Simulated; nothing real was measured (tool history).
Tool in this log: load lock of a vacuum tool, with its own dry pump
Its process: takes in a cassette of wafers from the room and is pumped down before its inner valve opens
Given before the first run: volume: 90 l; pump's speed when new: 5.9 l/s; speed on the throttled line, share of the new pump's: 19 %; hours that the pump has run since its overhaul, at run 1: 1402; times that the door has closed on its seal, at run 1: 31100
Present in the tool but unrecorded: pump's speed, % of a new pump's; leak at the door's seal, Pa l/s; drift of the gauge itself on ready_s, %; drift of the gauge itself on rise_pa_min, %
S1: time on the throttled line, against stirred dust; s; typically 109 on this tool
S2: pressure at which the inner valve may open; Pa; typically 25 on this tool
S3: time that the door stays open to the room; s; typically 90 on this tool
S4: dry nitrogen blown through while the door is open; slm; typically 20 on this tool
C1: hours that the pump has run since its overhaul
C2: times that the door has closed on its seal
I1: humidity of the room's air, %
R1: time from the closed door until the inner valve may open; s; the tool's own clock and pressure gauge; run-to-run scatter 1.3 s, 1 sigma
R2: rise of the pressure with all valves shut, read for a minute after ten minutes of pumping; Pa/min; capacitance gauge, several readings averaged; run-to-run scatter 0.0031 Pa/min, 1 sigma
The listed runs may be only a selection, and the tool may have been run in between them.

Run 1, day 0.000: usual settings; C1 1402; C2 31100; I1 44.5. Result: R1 216.2 s, R2 0.359 Pa/min.
Run 2, day 13.150: usual settings; C1 1718; C2 32170; I1 42.1. Result: R1 219.0 s, R2 0.369 Pa/min.
Run 3, day 21.346: usual settings; C1 1915; C2 32837; I1 44.2. Result: R1 220.1 s, R2 0.376 Pa/min.
Run 4, day 37.279: usual settings; C1 2297; C2 34133; I1 43.3. Result: R1 220.5 s, R2 0.392 Pa/min.
Run 5, day 47.612: usual settings but S1 54 s; C1 2545; C2 34974; I1 49.1. Result: R1 176.8 s, R2 0.426 Pa/min.
Run 6, day 58.950: usual settings but S1 54 s; C1 2817; C2 35896; I1 46.8. Result: R1 176.6 s, R2 0.430 Pa/min.
At day 59.829: door's seal changed, seat wiped.
Run 7, day 73.121: usual settings but S1 54 s; C1 3156; C2 1081; I1 42.2. Result: R1 176.5 s, R2 0.057 Pa/min.
Run 8, day 81.083: usual settings but S4 6 slm; C1 3347; C2 1729; I1 43.5. Result: R1 223.5 s, R2 0.076 Pa/min.
Run 9, day 95.971: usual settings but S4 6 slm; C1 3704; C2 2940; I1 44.3. Result: R1 219.3 s, R2 0.087 Pa/min.
Run 10, day 113.617: usual settings but S4 6 slm; C1 4128; C2 4376; I1 45.4. Result: R1 221.3 s, R2 0.097 Pa/min.
Run 11, day 126.167: usual settings but S2 50 Pa; C1 4429; C2 5396; I1 45.8. Result: R1 210.8 s, R2 0.077 Pa/min.
Run 12, day 133.896: usual settings but S2 50 Pa; C1 4614; C2 6025; I1 44.7. Result: R1 210.8 s, R2 0.085 Pa/min.
Run 13, day 143.679: usual settings but S2 50 Pa; C1 4849; C2 6821; I1 45.8. Result: R1 211.3 s, R2 0.088 Pa/min.
Run 14, day 152.996: usual settings but S4 28 slm; C1 5073; C2 7579; I1 43.3. Result: R1 222.2 s, R2 0.081 Pa/min.
Run 15, day 161.954: usual settings but S1 175 s; C1 5288; C2 8308; I1 44.6. Result: R1 275.9 s, R2 0.099 Pa/min.
Run 16, day 174.538: usual settings but S4 21 slm; C1 5590; C2 9331; I1 43.1. Result: R1 225.8 s, R2 0.103 Pa/min.
Run 17, day 186.054: usual settings but S1 60 s, S2 23 Pa, S3 206 s, S4 6 slm; C1 5866; C2 10268; I1 46.0. Result: R1 186.4 s, R2 0.197 Pa/min.
Run 18, day 196.104: usual settings but S1 146 s, S2 41 Pa, S3 237 s, S4 6 slm; C1 6107; C2 11086; I1 43.0. Result: R1 242.4 s, R2 0.203 Pa/min.
Run 19, day 204.433: usual settings but S1 101 s; C1 6307; C2 11763; I1 46.6. Result: R1 218.6 s, R2 0.124 Pa/min.
Run 20, day 217.454: usual settings but S1 101 s, S4 23 slm; C1 6620; C2 12822; I1 45.3. Result: R1 220.7 s, R2 0.128 Pa/min.
Run 21, day 234.733: usual settings but S1 101 s, S2 46 Pa, S4 39 slm; C1 7034; C2 14228; I1 47.3. Result: R1 208.5 s, R2 0.129 Pa/min.
Run 22, day 249.517: usual settings but S1 101 s, S2 46 Pa, S3 235 s, S4 13 slm; C1 7389; C2 15430; I1 45.3. Result: R1 209.1 s, R2 0.225 Pa/min.
Run 23, day 261.108: usual settings but S1 100 s, S2 21 Pa, S3 235 s, S4 13 slm; C1 7667; C2 16373; I1 45.3. Result: R1 224.7 s, R2 0.229 Pa/min.
Run 24, day 269.054: usual settings but S1 100 s, S2 21 Pa, S3 235 s, S4 13 slm; C1 7858; C2 17020; I1 43.9. Result: R1 224.0 s, R2 0.241 Pa/min.
Run 25, day 285.400: usual settings but S1 140 s, S2 21 Pa, S3 167 s, S4 13 slm; C1 8250; C2 18349; I1 45.5. Result: R1 254.2 s, R2 0.231 Pa/min.
Run 26, day 293.312: usual settings but S1 140 s, S2 22 Pa, S3 42 s, S4 13 slm; C1 8440; C2 18993; I1 41.6. Result: R1 254.6 s, R2 0.176 Pa/min.
Run 27, day 310.588: usual settings but S1 140 s, S2 22 Pa, S3 42 s, S4 13 slm; C1 8855; C2 20398; I1 41.1. Result: R1 254.3 s, R2 0.188 Pa/min.
Run 28, day 327.600: usual settings but S1 71 s, S3 42 s, S4 8 slm; C1 9263; C2 21782; I1 43.4. Result: R1 199.3 s, R2 0.207 Pa/min.
Run 29, day 338.725: usual settings but S1 163 s, S2 35 Pa, S3 42 s, S4 10 slm; C1 9530; C2 22687; I1 46.3. Result: R1 263.9 s, R2 0.219 Pa/min.
Run 30, day 355.242: usual settings but S1 89 s; C1 9927; C2 24031; I1 45.5. Result: R1 214.0 s, R2 0.254 Pa/min.
Run 31, day 366.433: usual settings but S1 87 s, S2 19 Pa, S3 161 s, S4 40 slm; C1 10195; C2 24941; I1 43.7. Result: R1 217.7 s, R2 0.269 Pa/min.
Run 32, day 382.588: usual settings but S1 55 s, S4 36 slm; C1 10583; C2 26255; I1 44.2. Result: R1 189.0 s, R2 0.273 Pa/min.

Selected run-to-run steps in R1, each split into two signed amounts: the part the tool would show with no hidden state at all (from settings, incoming material and random variation), and the remainder, which goes to the hidden state together with any gauge scatter not common to the measured and the hidden-state-free results:
Run 17 -> 18: S1 60 -> 146, S2 23 -> 41, S3 206 -> 237. R1 +56.0 s: hidden state -1.8, all else +57.8.
Run 22 -> 23: S1 101 -> 100, S2 46 -> 21. R1 +15.6 s: hidden state +2.0, all else +13.6.
Run 27 -> 28: S1 140 -> 71, S2 22 -> 25, S4 13 -> 8. R1 -55.0 s: hidden state +2.0, all else -57.0.
Run 28 -> 29: S1 71 -> 163, S2 25 -> 35, S4 8 -> 10. R1 +64.6 s: hidden state -2.5, all else +67.1.
Run 29 -> 30: S1 163 -> 89, S2 35 -> 25, S3 42 -> 90, S4 10 -> 20. R1 -49.9 s: hidden state +3.4, all else -53.3.

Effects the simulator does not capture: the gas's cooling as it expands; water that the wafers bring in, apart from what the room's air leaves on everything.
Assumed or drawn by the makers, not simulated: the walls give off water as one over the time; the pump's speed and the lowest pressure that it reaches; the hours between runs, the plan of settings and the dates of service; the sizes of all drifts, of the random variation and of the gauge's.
